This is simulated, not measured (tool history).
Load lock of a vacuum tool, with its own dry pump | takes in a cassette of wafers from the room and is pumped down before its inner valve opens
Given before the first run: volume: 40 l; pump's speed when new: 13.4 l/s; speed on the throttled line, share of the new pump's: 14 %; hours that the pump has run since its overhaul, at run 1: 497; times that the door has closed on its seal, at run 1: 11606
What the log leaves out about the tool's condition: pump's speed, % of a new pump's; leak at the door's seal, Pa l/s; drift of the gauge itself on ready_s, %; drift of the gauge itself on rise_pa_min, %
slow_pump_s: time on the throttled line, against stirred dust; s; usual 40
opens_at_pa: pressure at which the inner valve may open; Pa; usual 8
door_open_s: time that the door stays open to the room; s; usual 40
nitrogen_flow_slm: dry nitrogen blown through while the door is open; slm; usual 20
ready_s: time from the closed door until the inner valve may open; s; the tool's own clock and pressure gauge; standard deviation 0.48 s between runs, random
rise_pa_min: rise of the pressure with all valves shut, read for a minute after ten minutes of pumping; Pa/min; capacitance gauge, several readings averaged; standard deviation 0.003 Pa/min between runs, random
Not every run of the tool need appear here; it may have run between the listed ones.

| run | hour | slow_pump_s | opens_at_pa | door_open_s | nitrogen_flow_slm | hours that the pump has run since its overhaul | times that the door has closed on its seal | incoming humidity of the room's air, % | ready_s | rise_pa_min |
|---|---|---|---|---|---|---|---|---|---|---|
| 1 | 0 | 40 | 8 | 40 | 20 | 497 | 11606 | 45.9 | 63.9 | 0.092 |
| 2 | 106.6 | 40 | 8 | 40 | 20 | 603 | 12060 | 42.9 | 64 | 0.099 |
| 3 | 252.9 | 40 | 8 | 40 | 20 | 750 | 12682 | 45.3 | 63.5 | 0.108 |
| 4 | 384.6 | 40 | 8 | 40 | 20 | 881 | 13243 | 49.1 | 62.2 | 0.113 |
| 5 | 500.5 | 40 | 8 | 40 | 20 | 997 | 13736 | 43.7 | 62.7 | 0.112 |
| 6 | 583.9 | 40 | 8 | 40 | 20 | 1081 | 14091 | 43.9 | 63.3 | 0.114 |
| 7 | 694.5 | 40 | 10 | 40 | 20 | 1191 | 14562 | 42.8 | 62.3 | 0.123 |
| 8 | 773.2 | 76 | 8 | 40 | 20 | 1270 | 14897 | 47.6 | 94.2 | 0.124 |
| 9 | 867.9 | 76 | 8 | 40 | 20 | 1365 | 15299 | 43.6 | 94.1 | 0.134 |
| 10 | 988.8 | 76 | 8 | 40 | 20 | 1486 | 15814 | 43.5 | 93.4 | 0.135 |
| 11 | 1057.3 | 40 | 8 | 40 | 20 | 1554 | 16105 | 46.8 | 62.9 | 0.139 |
| 12 | 1149.4 | 40 | 8 | 40 | 20 | 1646 | 16498 | 46.7 | 62.9 | 0.141 |
| 13 | 1224.7 | 44 | 8 | 40 | 20 | 1722 | 16818 | 43.2 | 66.2 | 0.144 |
| 14 | 1334.4 | 44 | 8 | 40 | 20 | 1831 | 17285 | 44.6 | 67.1 | 0.153 |
| 15 | 1482.8 | 44 | 8 | 40 | 20 | 1980 | 17916 | 43.9 | 67.5 | 0.158 |
| 16 | 1558.3 | 44 | 7 | 40 | 20 | 2055 | 18237 | 45.1 | 68 | 0.17 |
| 17 | 1675 | 36 | 7 | 40 | 20 | 2172 | 18734 | 44.8 | 60.5 | 0.165 |
| 18 | 1820.2 | 36 | 7 | 40 | 20 | 2317 | 19352 | 44.9 | 60.9 | 0.174 |
| 19 | 1929.2 | 39 | 7 | 29 | 20 | 2426 | 19816 | 42.2 | 62.8 | 0.181 |
| 20 | 2012 | 54 | 7 | 100 | 28 | 2509 | 20168 | 42.4 | 76.6 | 0.183 |
| 21 | 2087.2 | 50 | 7 | 100 | 28 | 2584 | 20488 | 44 | 72.7 | 0.198 |
| 22 | 2214.9 | 50 | 7 | 100 | 28 | 2712 | 21032 | 40.3 | 73 | 0.202 |
| 23 | 2344 | 50 | 7 | 100 | 28 | 2841 | 21581 | 46.7 | 72.4 | 0.212 |
| 24 | 2488.4 | 40 | 12 | 182 | 20 | 2985 | 22196 | 47.2 | 62.2 | 0.235 |
| 25 | 2577.1 | 70 | 8 | 40 | 19 | 3074 | 22573 | 44.4 | 89.2 | 0.222 |
| 26 | 2706.5 | 56 | 8 | 231 | 9 | 3203 | 23124 | 44.7 | 77.1 | 0.266 |
| 27 | 2779 | 40 | 8 | 35 | 26 | 3276 | 23432 | 43.2 | 63.9 | 0.232 |
| 28 | 2845.5 | 40 | 8 | 35 | 26 | 3342 | 23715 | 43.3 | 63.9 | 0.228 |
| 29 | 2986.1 | 65 | 13 | 40 | 23 | 3483 | 24314 | 45.6 | 83.4 | 0.246 |
| 30 | 3049.4 | 65 | 13 | 40 | 23 | 3546 | 24583 | 43.1 | 83.7 | 0.254 |
| 31 | 3117.8 | 61 | 8 | 70 | 20 | 3615 | 24874 | 45.5 | 82.2 | 0.259 |
| 32 | 3248.9 | 26 | 12 | 70 | 8 | 3746 | 25432 | 47.2 | 50.8 | 0.282 |
| 33 | 3355 | 26 | 12 | 70 | 8 | 3852 | 25884 | 43.5 | 50.3 | 0.286 |
| 34 | 3450.6 | 33 | 6 | 40 | 20 | 3947 | 26290 | 42.7 | 58.7 | 0.278 |
| 35 | 3551.1 | 40 | 6 | 228 | 6 | 4048 | 26718 | 45.2 | 64.6 | 0.325 |
| 36 | 3643.5 | 40 | 6 | 69 | 11 | 4140 | 27111 | 42.5 | 64.7 | 0.305 |

For some of the steps in ready_s from one run to the next: how much would appear even if the tool had no hidden state, given the settings, what came in and random variation, and how much remains for the hidden state plus any gauge scatter that the measured result and the result without hidden state don't share?
Run 2 -> 3: settings left as they were, no log entry in between. ready_s -0.5 s: hidden state +0.1, all else -0.6.
Run 7 -> 8: slow_pump_s 40 -> 76, opens_at_pa 10 -> 8. ready_s +31.9 s: hidden state -0.1, all else +32.
Run 10 -> 11: slow_pump_s 76 -> 40. ready_s -30.5 s: hidden state +0.1, all else -30.6.
Run 30 -> 31: slow_pump_s 65 -> 61, opens_at_pa 13 -> 8, door_open_s 40 -> 70, nitrogen_flow_slm 23 -> 20. ready_s -1.5 s: hidden state +0.3, all else -1.8.
Run 31 -> 32: slow_pump_s 61 -> 26, opens_at_pa 8 -> 12, nitrogen_flow_slm 20 -> 8. ready_s -31.4 s: hidden state +0.1, all else -31.5.
Run 33 -> 34: slow_pump_s 26 -> 33, opens_at_pa 12 -> 6, door_open_s 70 -> 40, nitrogen_flow_slm 8 -> 20. ready_s +8.4 s: hidden state +0.2, all else +8.2.
